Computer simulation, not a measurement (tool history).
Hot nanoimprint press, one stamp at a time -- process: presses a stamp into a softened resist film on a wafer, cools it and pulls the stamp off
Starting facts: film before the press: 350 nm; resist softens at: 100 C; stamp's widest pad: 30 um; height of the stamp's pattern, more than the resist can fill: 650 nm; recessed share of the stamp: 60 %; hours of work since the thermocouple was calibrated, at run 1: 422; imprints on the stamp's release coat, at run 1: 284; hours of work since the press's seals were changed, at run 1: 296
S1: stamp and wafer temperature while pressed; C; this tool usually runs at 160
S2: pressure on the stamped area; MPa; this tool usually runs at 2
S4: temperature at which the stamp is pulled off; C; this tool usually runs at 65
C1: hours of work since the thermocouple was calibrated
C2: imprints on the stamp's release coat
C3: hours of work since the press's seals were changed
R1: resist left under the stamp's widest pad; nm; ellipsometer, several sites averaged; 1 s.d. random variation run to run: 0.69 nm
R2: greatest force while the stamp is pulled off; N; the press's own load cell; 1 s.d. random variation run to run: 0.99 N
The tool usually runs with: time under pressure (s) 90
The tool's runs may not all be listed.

Run 1, day 0: usual settings; C1 422; C2 284; C3 296. Result: R1 151.9 nm, R2 161.3 N.
Run 2, day 0.35: usual settings; C1 427; C2 317; C3 300. Result: R1 151.1 nm, R2 160.6 N.
Run 3, day 0.658: usual settings; C1 431; C2 346; C3 305. Result: R1 150.8 nm, R2 162.6 N.
At day 0.954: plate thermocouple calibrated.
Run 4, day 1.25: usual settings; C1 4; C2 391; C3 311. Result: R1 143.5 nm, R2 160.4 N.
Run 5, day 1.704: usual settings but time under pressure (s) 109; C1 10; C2 434; C3 317. Result: R1 135.7 nm, R2 161.1 N.
Run 6, day 2.221: usual settings but time under pressure (s) 109; C1 18; C2 484; C3 325. Result: R1 135.2 nm, R2 161.8 N.
Run 7, day 2.771: usual settings but time under pressure (s) 109; C1 25; C2 536; C3 332. Result: R1 136.6 nm, R2 160.9 N.

Expected results for the next run?
Run 8, day 3.042: usual settings but time under pressure (s) 109; C1 29; C2 562; C3 336. Result: R1 ?, R2 ?.

{"run 8": {"R1": 135.7, "R2": 161.2}}
With no hidden state in the tool, this same run would have given R1 132.6 nm, R2 154.4 N.
